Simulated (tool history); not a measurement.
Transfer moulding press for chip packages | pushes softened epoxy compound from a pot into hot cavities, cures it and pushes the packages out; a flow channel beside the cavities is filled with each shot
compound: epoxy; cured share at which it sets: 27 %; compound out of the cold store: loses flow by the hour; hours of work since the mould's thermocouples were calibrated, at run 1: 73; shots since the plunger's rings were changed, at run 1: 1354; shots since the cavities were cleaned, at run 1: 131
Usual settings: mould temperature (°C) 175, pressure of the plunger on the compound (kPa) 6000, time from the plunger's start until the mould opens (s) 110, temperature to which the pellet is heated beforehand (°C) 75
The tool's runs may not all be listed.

run	hour	mould temperature (°C)	pressure of the plunger on the compound (kPa)	time from the plunger's start until the mould opens (s)	temperature to which the pellet is heated beforehand (°C)	hours of work since the mould's thermocouples were calibrated	shots since the plunger's rings were changed	shots since the cavities were cleaned	incoming compound's hours out of the cold store	length that the compound runs in the flow channel (mm)	greatest force on the pins that push the packages out (N)
1	0	175	6000	110	75	73	1354	131	29.4	649	348
2	6	175	6000	110	75	77	1413	190	32.2	643	359
3	17	175	6000	110	75	83	1520	297	15.3	693	411
4	28.7	175	6000	110	75	90	1636	413	40.3	625	390
5	40.5	175	6000	110	75	97	1752	529	13.9	685	424
# hour 51.7: cavities cleaned with cleaning compound and waxed
6	52.6	175	6000	110	75	104	1856	9	40.7	616	299
7	60.2	175	6000	110	75	108	1931	84	16.6	679	330
8	71.6	175	6000	110	75	115	2042	195	38.2	618	347
9	83.4	175	6000	110	73	122	2159	312	31.1	636	373
10	93.8	175	4820	110	75	129	2261	414	12.3	621	437
11	102.3	175	6000	110	75	134	2345	498	10.4	686	440
12	112.9	175	6000	110	75	140	2449	602	27	644	441
# hour 115.6: cavities cleaned with cleaning compound and waxed
13	125.3	175	6000	110	75	147	2556	95	16.5	674	336
14	133.1	175	6000	110	75	152	2633	172	18.1	665	368
15	142.3	179	5110	104	85	157	2724	263	19.3	598	323
16	155	170	6000	137	75	165	2848	387	30.3	651	388
17	160.7	170	6000	137	75	168	2904	443	29.3	655	394
18	166.7	170	6000	137	75	172	2963	502	18.6	679	410
19	176.8	170	6000	137	75	178	3062	601	46.2	596	395
# hour 180.5: cavities cleaned with cleaning compound and waxed
20	183.9	175	6000	112	75	181	3117	33	39.7	600	296
# hour 192.9: plunger's sealing rings changed
21	192.9	175	6000	112	75	185	0	98	22.6	692	338
22	199	169	6000	112	79	189	59	157	15.6	733	569
23	212.3	176	6000	109	83	197	190	288	35.2	654	341
24	224.1	176	6000	109	83	204	306	404	43.1	636	381
25	233.7	176	6000	109	83	210	401	499	44.6	627	384
# hour 247.2: cavities cleaned with cleaning compound and waxed
26	247.7	167	6000	99	75	217	523	5	26.6	694	714
27	254.2	173	6000	93	75	221	587	69	33	658	565
28	263.1	173	6000	93	75	227	675	157	16.7	696	647

The same runs without the tool's hidden state, with the same run-to-run variation:
The hidden state here: true mould temperature over the reading, C; pressure that reaches the compound, % of what is set; grip of the stained cavities, % over clean ones'; drift of the gauge itself on flow_mm, %; drift of the gauge itself on push_out_n, %.
run	length that the compound runs in the flow channel (mm)	greatest force on the pins that push the packages out (N)
1	666	293
2	661	287
3	714	305
4	646	274
5	709	278
6	639	278
7	706	285
8	644	271
9	663	271
10	649	302
11	719	292
12	676	281
13	709	281
14	700	291
15	631	243
16	688	271
17	694	268
18	720	269
19	633	251
20	639	271
21	690	290
22	732	457
23	655	251
24	639	265
25	631	254
26	699	653
27	663	480
28	703	509

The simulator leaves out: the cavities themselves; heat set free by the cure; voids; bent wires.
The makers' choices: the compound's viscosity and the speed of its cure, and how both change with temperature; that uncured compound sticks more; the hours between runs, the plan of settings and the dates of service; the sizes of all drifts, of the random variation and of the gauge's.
